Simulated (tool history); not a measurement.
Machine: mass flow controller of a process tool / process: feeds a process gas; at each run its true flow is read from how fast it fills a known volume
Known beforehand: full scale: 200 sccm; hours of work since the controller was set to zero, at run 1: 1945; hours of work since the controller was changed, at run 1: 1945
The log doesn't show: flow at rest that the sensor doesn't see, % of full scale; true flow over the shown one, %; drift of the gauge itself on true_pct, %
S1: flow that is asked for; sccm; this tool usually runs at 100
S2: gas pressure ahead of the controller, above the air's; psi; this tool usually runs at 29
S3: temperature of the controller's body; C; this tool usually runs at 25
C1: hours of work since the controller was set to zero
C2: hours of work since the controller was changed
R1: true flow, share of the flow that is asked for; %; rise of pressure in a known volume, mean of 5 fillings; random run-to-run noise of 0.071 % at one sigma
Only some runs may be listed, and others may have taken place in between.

run,hour,S1,S2,S3,C1,C2,R1
1,0,100,29,25,1945,1945,99.69
2,81.4,100,38.7,25,1990,1990,99.87
3,232.9,28,29,25,2073,2073,99.32
4,327.5,111,29,25,2124,2124,99.62
5,481.3,111,29,25,2208,2208,99.68
6,616,111,29,25,2282,2282,99.65
7,700.6,100,29,25,2328,2328,99.59
8,798.2,100,29,25,2381,2381,99.65
9,980.1,100,29,25,2481,2481,99.57
10,1155.8,100,29,25,2577,2577,99.65
11,1347.3,100,29,25,2681,2681,99.62
12,1427.9,100,38.1,29,2726,2726,100.34
13,1563.4,100,32.2,29,2800,2800,100.02
14,1739.9,68,34.7,34,2896,2896,100.33
15,1925.8,114,24.9,38,2998,2998,100.37
16,2082.9,114,24.9,38,3083,3083,100.65
17,2195,53,38.1,20,3145,3145,99.19
18,2286.2,24,32.1,26,3194,3194,99.53
19,2450.4,24,32.1,26,3284,3284,99.53
20,2540.5,100,30,39,3333,3333,100.72
21,2734.7,32,26,29,3440,3440,99.5
22,2902,32,26,26,3531,3531,99.26

What if the next run were any one of these 4? Each begins from the tool's condition after run 22:
A,3037.2,39,38.9,36,3605,3605,?
B,3037.2,32,36,26,3605,3605,?
C,3037.2,39,24.9,21,3605,3605,?
D,3037.2,32,20.6,35,3605,3605,?

run,R1
A,100.51
B,99.51
C,98.91
D,99.87
Without the tool's hidden state the same runs would have given:
run,R1
A,100.52
B,99.52
C,98.92
D,99.89

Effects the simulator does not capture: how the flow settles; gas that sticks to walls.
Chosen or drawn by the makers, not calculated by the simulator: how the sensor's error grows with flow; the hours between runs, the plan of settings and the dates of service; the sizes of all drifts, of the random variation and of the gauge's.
